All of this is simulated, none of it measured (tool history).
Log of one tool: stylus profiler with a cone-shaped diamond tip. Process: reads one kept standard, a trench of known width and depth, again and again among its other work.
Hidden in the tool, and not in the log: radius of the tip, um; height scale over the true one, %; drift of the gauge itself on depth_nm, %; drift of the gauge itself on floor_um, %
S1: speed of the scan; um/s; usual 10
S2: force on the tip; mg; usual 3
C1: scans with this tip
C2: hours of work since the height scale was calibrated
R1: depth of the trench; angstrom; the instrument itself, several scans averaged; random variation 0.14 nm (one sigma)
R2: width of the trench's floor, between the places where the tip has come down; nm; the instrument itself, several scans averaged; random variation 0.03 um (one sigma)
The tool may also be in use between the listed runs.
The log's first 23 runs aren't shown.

| run | hour | S1 | S2 | C1 | C2 | R1 | R2 |
|---|---|---|---|---|---|---|---|
| 24 | 328.7 | 5 | 3 | 8153 | 759 | 5088.8 | 16970 |
| 25 | 338.9 | 5 | 3 | 8216 | 765 | 5092.7 | 16920 |
| 26 | 357.2 | 6 | 4.07 | 8329 | 775 | 5111.4 | 17000 |
| 27 | 376.6 | 6 | 4.07 | 8448 | 786 | 5110.4 | 16940 |
| 28 | 385.1 | 27 | 1.63 | 8500 | 791 | 5058.2 | 16870 |
| 29 | 402.3 | 5 | 1.17 | 8606 | 801 | 5046 | 16970 |
| 30 | 418.2 | 4 | 4.52 | 8704 | 810 | 5120.4 | 16990 |
| 31 | 431.7 | 4 | 4.52 | 8787 | 818 | 5119.2 | 17000 |
| 32 | 439.9 | 4 | 4.52 | 8837 | 822 | 5119.9 | 16990 |
| 33 | 448.6 | 4 | 4.52 | 8891 | 827 | 5117.9 | 17000 |
| 34 | 462.3 | 20 | 1.57 | 8975 | 835 | 5058.6 | 16850 |
| 35 | 481.4 | 3 | 1.57 | 9093 | 846 | 5058.2 | 16960 |
| 36 | 489.3 | 2 | 2.92 | 9142 | 851 | 5089.8 | 17030 |
| 37 | 508.6 | 35 | 7.81 | 9260 | 862 | 5170.6 | 16910 |
| 38 | 524.8 | 24 | 2.94 | 9359 | 871 | 5089.5 | 16840 |
| 39 | 534.3 | 9 | 4.04 | 9418 | 877 | 5107 | 16950 |
| 40 | 545.6 | 3 | 2.42 | 9488 | 883 | 5077 | 16970 |
| 41 | 560 | 5 | 3 | 9576 | 891 | 5087.3 | 16990 |
| 42 | 571.3 | 5 | 3 | 9646 | 898 | 5092.7 | 16980 |
| 43 | 585.4 | 5 | 3 | 9732 | 906 | 5090.7 | 16900 |
| 44 | 603.7 | 19 | 1.74 | 9845 | 916 | 5063 | 16920 |
| 45 | 612.3 | 4 | 1.77 | 9898 | 921 | 5064.9 | 16950 |
| 46 | 630.2 | 18 | 3 | 10008 | 932 | 5091.5 | 16960 |
| 47 | 643.1 | 14 | 2.46 | 10087 | 939 | 5078.6 | 16940 |

Forecast each of these 4 alternatives for the next run:
| A | 652.3 | 11 | 2.46 | 10144 | 944 | ? | ? |
| B | 652.3 | 4 | 1.65 | 10144 | 944 | ? | ? |
| C | 652.3 | 2 | 2.46 | 10144 | 944 | ? | ? |
| D | 652.3 | 14 | 3 | 10144 | 944 | ? | ? |

| run | R1 | R2 |
|---|---|---|
| A | 5079.4 | 16930 |
| B | 5057.9 | 16930 |
| C | 5081.5 | 16970 |
| D | 5092.9 | 16880 |
Without the tool's hidden state the same runs would have given:
| run | R1 | R2 |
|---|---|---|
| A | 5079.6 | 16940 |
| B | 5058.1 | 16940 |
| C | 5081.7 | 16980 |
| D | 5093 | 16890 |

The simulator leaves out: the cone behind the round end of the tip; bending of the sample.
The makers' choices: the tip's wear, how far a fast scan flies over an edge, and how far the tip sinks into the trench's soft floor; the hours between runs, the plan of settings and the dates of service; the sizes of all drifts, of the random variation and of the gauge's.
